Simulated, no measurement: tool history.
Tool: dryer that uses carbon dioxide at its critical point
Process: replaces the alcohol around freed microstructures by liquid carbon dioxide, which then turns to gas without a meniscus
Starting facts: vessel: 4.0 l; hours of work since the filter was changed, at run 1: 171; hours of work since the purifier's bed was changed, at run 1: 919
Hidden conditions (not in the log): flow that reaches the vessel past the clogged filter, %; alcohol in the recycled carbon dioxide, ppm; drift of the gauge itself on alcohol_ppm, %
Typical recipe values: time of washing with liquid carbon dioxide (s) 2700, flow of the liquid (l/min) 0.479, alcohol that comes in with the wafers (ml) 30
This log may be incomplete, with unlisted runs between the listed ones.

run	hour	time of washing with liquid carbon dioxide (s)	flow of the liquid (l/min)	alcohol that comes in with the wafers (ml)	hours of work since the filter was changed	hours of work since the purifier's bed was changed	alcohol left in the vessel before it's heated (ppm by volume)
1	0	2700	0.479	30	171	919	238
# hour 12.3: purifier's bed changed
2	50.3	2700	0.479	30	194	18	82
3	81.8	2700	0.305	30	208	33	400
4	141.4	2160	0.479	30	236	61	209
5	192.4	2700	0.37	30	260	85	245
6	224.2	2700	0.37	30	275	100	258
7	259.5	2040	0.479	30	292	116	278
8	301.8	2040	0.479	63	312	136	558
9	348.9	1800	0.479	30	334	158	408
10	380.1	1800	0.479	30	349	173	421
11	408.6	1800	0.479	30	362	186	436
12	448.5	2700	0.479	58	381	205	224
13	483.7	2700	0.479	30	397	222	135
14	532.4	3780	0.622	32	420	245	53
15	590.9	2760	0.622	32	448	272	71
16	644.6	3600	0.32	32	473	297	228
17	674.4	3960	0.731	21	487	311	61
18	711.9	3720	0.479	30	505	329	85
19	756.9	2040	0.387	40	526	350	798
# hour 795: inlet filter changed
20	802.5	3900	0.479	80	4	371	91
21	853	3480	0.317	99	27	395	504
22	907.9	2940	0.479	30	53	421	125
23	955.1	2940	0.479	30	75	443	126
24	1001.1	2940	0.479	30	97	465	131
25	1050.4	3900	0.389	55	120	488	150

Predict each of these 3 candidate next runs independently; none follows another, all start after run 25:
A	1103	4200	0.389	55	145	513	?
B	1103	3480	0.479	79	145	513	?
C	1103	4140	0.389	55	145	513	?

run	alcohol left in the vessel before it's heated (ppm by volume)
A	137
B	144
C	135
Without the tool's hidden state the same runs would have given:
run	alcohol left in the vessel before it's heated (ppm by volume)
A	41
B	49
C	39

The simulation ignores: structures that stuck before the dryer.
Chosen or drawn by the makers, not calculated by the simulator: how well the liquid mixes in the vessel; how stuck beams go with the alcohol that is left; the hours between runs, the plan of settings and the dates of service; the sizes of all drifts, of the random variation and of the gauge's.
